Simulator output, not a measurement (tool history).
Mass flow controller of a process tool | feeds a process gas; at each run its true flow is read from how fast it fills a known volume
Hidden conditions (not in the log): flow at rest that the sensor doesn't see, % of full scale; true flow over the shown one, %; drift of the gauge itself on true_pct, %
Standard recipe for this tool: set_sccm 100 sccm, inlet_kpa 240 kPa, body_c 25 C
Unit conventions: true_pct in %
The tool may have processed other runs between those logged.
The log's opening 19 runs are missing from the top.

run    hour  set_sccm  inlet_kpa  body_c  hours of work since the controller was set to zero  hours of work since the controller was changed  true_pct
 20  1124.5       100        240      25                                                1041                                            1041     98.60
 21  1190.5       100        240      25                                                1074                                            1074     98.39
 22  1247.1       100        240      25                                                1103                                            1103     98.52
 23  1288.1       100        240      35                                                1123                                            1123     99.51
 24  1325.9       100        203      38                                                1142                                            1142     99.59
 25  1398.3       167        240      38                                                1178                                            1178    100.48
 26  1442.1       167        240      38                                                1200                                            1200    100.55
 27  1508.8       167        240      24                                                1233                                            1233     99.03

Run 28 comes next. What will it give?
 28  1580.1        58        271      24                                                1269                                            1269         ?

true_pct: 97.73 %
Without the tool's hidden state the same run would have given true_pct 98.76 %.
